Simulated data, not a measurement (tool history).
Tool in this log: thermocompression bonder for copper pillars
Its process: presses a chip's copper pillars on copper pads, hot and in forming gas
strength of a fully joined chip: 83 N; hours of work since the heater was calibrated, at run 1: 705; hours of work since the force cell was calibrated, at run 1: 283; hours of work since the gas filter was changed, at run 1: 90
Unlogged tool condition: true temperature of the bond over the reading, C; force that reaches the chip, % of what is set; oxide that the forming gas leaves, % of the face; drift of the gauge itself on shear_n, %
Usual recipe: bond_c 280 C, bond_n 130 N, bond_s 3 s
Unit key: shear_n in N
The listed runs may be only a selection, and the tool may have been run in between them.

run,hour,bond_c,bond_n,bond_s,hours of work since the heater was calibrated,hours of work since the force cell was calibrated,hours of work since the gas filter was changed,shear_n
1,0,280,130,3,705,283,90,58.2
2,9.1,280,130,3,711,289,96,58.1
3,21.2,280,130,3,719,297,104,58
4,38.5,280,130,3,730,308,115,57.4
5,46.2,280,130,2,735,313,120,51.9
# hour 49.6: forming gas filter changed
6,61.8,305,130,3,744,323,8,67.4
7,78.2,280,130,3,755,334,18,59.3
# hour 81: force cell calibrated
8,91.3,280,94,3,763,7,26,47.4
9,102.8,280,94,3,770,14,33,47.4
# hour 118: force cell calibrated, once more
10,119.7,280,130,3,780,1,43,57.9
11,132.7,284,130,3,788,9,52,59.2
12,143.6,284,130,3,795,17,59,59.1
13,155.7,268,83,3,803,24,67,36.8
14,167.5,280,166,3,811,32,74,65.9
# hour 177.6: heater calibrated with a thermocouple chip
15,183.4,267,130,6,4,41,83,64.4
16,197.9,297,90,8,13,50,93,64.7
17,207.5,297,90,8,19,57,99,65.1
18,220.5,297,107,2,28,65,107,51.7
19,227.7,297,107,2,32,70,112,51.8
20,236.8,279,160,3,38,75,118,65.1
# hour 243.1: forming gas filter changed
21,248.5,284,190,7,46,83,4,79.8

The same runs without the tool's hidden state, with the same run-to-run variation:
run,shear_n
1,61.2
2,61.2
3,61.3
4,60.9
5,55.3
6,68.5
7,60.9
8,48.8
9,48.9
10,61
11,62.4
12,62.5
13,39.9
14,69.5
15,66.3
16,66.8
17,67.3
18,53.6
19,53.8
20,67.8
21,79.9
